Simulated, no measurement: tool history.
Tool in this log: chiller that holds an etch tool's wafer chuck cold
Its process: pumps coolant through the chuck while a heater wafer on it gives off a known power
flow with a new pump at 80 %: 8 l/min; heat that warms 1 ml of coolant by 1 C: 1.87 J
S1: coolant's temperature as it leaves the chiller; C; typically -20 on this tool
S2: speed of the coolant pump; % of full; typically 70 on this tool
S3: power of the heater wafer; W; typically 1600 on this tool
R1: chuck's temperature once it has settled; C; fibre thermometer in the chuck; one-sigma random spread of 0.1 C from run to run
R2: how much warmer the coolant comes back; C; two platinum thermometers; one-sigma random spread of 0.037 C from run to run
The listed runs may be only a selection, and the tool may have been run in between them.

run 1 hour=0 | S1=-20 S2=70 S3=1600 | R1=1.1 R2=7.36
run 2 hour=61.3 | S1=-20 S2=70 S3=969 | R1=-7.4 R2=4.52
run 3 hour=131.7 | S1=-20 S2=83 S3=1600 | R1=-1 R2=6.24
run 4 hour=176 | S1=-20 S2=83 S3=1600 | R1=-1 R2=6.11
run 5 hour=210.3 | S1=-20 S2=83 S3=1600 | R1=-1.1 R2=6.2
run 6 hour=256.7 | S1=-20 S2=83 S3=1600 | R1=-1 R2=6.11
run 7 hour=308.3 | S1=-17 S2=70 S3=1600 | R1=3.9 R2=7.37
run 8 hour=368.2 | S1=-20 S2=70 S3=1600 | R1=1.2 R2=7.33
run 9 hour=421.2 | S1=-20 S2=70 S3=1600 | R1=0.9 R2=7.36
run 10 hour=457.1 | S1=-20 S2=72 S3=1600 | R1=0.8 R2=7.17
run 11 hour=505.7 | S1=-29 S2=70 S3=1600 | R1=-8.1 R2=7.32
run 12 hour=542.7 | S1=-29 S2=70 S3=1600 | R1=-7.8 R2=7.27
run 13 hour=591.3 | S1=-29 S2=70 S3=1600 | R1=-7.9 R2=7.28
run 14 hour=631.1 | S1=-29 S2=82 S3=1600 | R1=-9.9 R2=6.16
run 15 hour=671.5 | S1=-20 S2=70 S3=1600 | R1=1.2 R2=7.31
run 16 hour=739.3 | S1=-20 S2=70 S3=1600 | R1=1 R2=7.28
run 17 hour=797.4 | S1=-24 S2=88 S3=954 | R1=-13.3 R2=3.32
run 18 hour=832.4 | S1=-24 S2=88 S3=954 | R1=-13.2 R2=3.31
run 19 hour=879.5 | S1=-22 S2=88 S3=954 | R1=-11 R2=3.27
run 20 hour=947.9 | S1=-23 S2=71 S3=1805 | R1=0.4 R2=8.09
run 21 hour=997.8 | S1=-26 S2=67 S3=1600 | R1=-4.5 R2=7.54
run 22 hour=1032.7 | S1=-20 S2=68 S3=2353 | R1=11.5 R2=11.1
run 23 hour=1099.4 | S1=-20 S2=68 S3=2353 | R1=11.6 R2=10.96
run 24 hour=1165.1 | S1=-20 S2=70 S3=1343 | R1=-2.4 R2=6.02
run 25 hour=1212.7 | S1=-20 S2=80 S3=2252 | R1=7.2 R2=8.82
run 26 hour=1247.4 | S1=-20 S2=70 S3=1088 | R1=-5.7 R2=4.87
run 27 hour=1288.5 | S1=-23 S2=71 S3=2095 | R1=4.3 R2=9.29
run 28 hour=1356.1 | S1=-19 S2=69 S3=892 | R1=-7 R2=3.95
run 29 hour=1396.3 | S1=-19 S2=61 S3=2110 | R1=11.3 R2=11

The next listed run, before its measurement:
run 30 hour=1438.9 | S1=-19 S2=61 S3=2110 | R1=? R2=?

Run 30 yielded R1 11.2 C, R2 11.06 C.
Had the tool carried no hidden state, the very same run would have given R1 11.1 C, R2 11.33 C.
